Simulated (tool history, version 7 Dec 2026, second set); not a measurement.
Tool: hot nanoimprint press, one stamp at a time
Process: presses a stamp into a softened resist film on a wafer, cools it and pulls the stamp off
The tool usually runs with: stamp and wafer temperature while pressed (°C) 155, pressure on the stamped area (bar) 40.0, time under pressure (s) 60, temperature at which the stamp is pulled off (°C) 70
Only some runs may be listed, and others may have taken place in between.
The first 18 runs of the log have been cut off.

run	hour	stamp and wafer temperature while pressed (°C)	pressure on the stamped area (bar)	time under pressure (s)	temperature at which the stamp is pulled off (°C)	resist left under the stamp's widest pad (nm)	greatest force while the stamp is pulled off (N)
19	1189.5	163	44.2	51	70	48.3	219
# hour 1246.0: plate thermocouple calibrated
20	1278.7	155	40.0	43	62	95.2	262
21	1351.9	152	57.2	41	65	99.3	258
# hour 1382.7: stamp cleaned and given a new release coat
22	1435.4	160	32.1	41	67	78.9	232
23	1472.6	160	32.1	94	67	55.1	235
24	1546.8	155	40.0	47	77	90.3	197
25	1615.7	155	40.0	47	77	89.9	201
# hour 1652.8: stamp cleaned and given a new release coat
26	1701.6	155	40.0	47	77	89.3	189
# hour 1719.6: press's hydraulic seals changed and the load cell set to zero
27	1758.8	155	40.0	34	70	98.9	222
28	1800.3	155	40.0	70	63	74.1	253
29	1845.6	161	35.3	65	59	55.7	272
30	1882.9	157	60.9	36	78	71.1	196

Here are 3 independent what-if runs from the current tool condition. What would each one return?
# hour 1930.2: stamp cleaned and given a new release coat
A	1930.2	157	40.0	60	59	?	?
# hour 1930.2: stamp cleaned and given a new release coat
B	1930.2	155	29.0	107	70	?	?
# hour 1930.2: stamp cleaned and given a new release coat
C	1930.2	155	40.0	50	70	?	?

run	resist left under the stamp's widest pad (nm)	greatest force while the stamp is pulled off (N)
A	68.7	257
B	70.7	213
C	85.1	215
With no hidden state in the tool, these same runs would have given:
run	resist left under the stamp's widest pad (nm)	greatest force while the stamp is pulled off (N)
A	72.1	260
B	74.4	217
C	89.2	218

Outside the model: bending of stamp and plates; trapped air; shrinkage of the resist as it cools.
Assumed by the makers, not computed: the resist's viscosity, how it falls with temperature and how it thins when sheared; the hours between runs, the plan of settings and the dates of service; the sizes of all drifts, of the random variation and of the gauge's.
